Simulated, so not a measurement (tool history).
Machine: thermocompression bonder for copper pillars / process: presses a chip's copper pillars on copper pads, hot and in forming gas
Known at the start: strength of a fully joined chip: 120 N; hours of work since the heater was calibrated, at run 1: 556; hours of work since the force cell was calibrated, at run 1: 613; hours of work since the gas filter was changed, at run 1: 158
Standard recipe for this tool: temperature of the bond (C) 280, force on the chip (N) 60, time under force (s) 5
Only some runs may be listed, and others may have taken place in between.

run,hour,temperature of the bond (C),force on the chip (N),time under force (s),hours of work since the heater was calibrated,hours of work since the force cell was calibrated,hours of work since the gas filter was changed,force that shears a chip off (N)
1,0,280,60,5,556,613,158,40.5
2,11.7,280,60,5,566,622,168,40.5
3,38.2,280,60,3,587,644,189,32.5
4,63.8,280,60,3,607,664,209,32.7
5,77.5,280,60,3,618,675,220,32
6,102.1,280,60,3,638,694,240,31
7,118.8,280,60,3,651,708,253,32.1
8,139.9,280,60,3,668,725,270,30.4
9,161.8,280,60,3,685,742,287,32.7
10,177.6,280,72,5,698,755,300,44.7
11,193.8,280,87,5,711,768,313,55.9
12,216.6,280,87,5,729,786,331,55
13,243.1,280,87,5,750,807,352,53.5
14,265.5,280,60,5,768,825,370,37.7
15,278.1,280,60,5,778,835,380,38.3
16,302.3,280,60,5,797,854,399,36.9
17,324.4,280,60,5,815,872,417,38
18,341.4,280,60,5,828,885,430,36.9
# hour 350.3: forming gas filter changed
19,362.9,280,60,5,845,902,10,38.8
20,387.3,280,60,5,865,921,30,39
21,399.7,280,60,5,874,931,39,39.4
22,419.3,280,60,5,890,947,55,39.8
23,434.7,280,60,5,902,959,67,38.9
24,448.1,289,69,13,913,970,78,69.7
25,462.7,258,43,6,925,981,90,20.7
26,484.2,280,60,9,942,998,107,48.5
27,506,260,60,8,959,1016,124,35.2
28,517,260,60,8,968,1025,133,34.7
29,528.4,274,60,12,977,1034,142,48.8
30,544.2,291,90,5,990,1046,154,64.4
31,560.5,265,80,4,1002,1059,167,39.8
32,582.6,255,54,13,1020,1077,185,34.7
33,600.9,255,54,13,1035,1091,200,35.6
34,624.9,255,54,13,1054,1110,219,34.5
35,645.5,277,41,13,1070,1127,235,35.3
36,657,285,69,6,1079,1136,244,49.4
37,669.2,280,59,5,1089,1146,254,35.5
38,695.9,280,89,4,1110,1167,275,48.7
39,709.2,280,89,4,1121,1178,286,48.9

Alternative continuations, all from the tool just after run 39; predict every row:
A,727.1,280,89,10,1135,1192,300,?
B,727.1,261,67,4,1135,1192,300,?
C,727.1,280,89,7,1135,1192,300,?

run,force that shears a chip off (N)
A,67.2
B,28
C,60.3
Take away the tool's hidden state, keep each run's random variation, and the runs would have read:
run,force that shears a chip off (N)
A,79.5
B,35.5
C,72.2
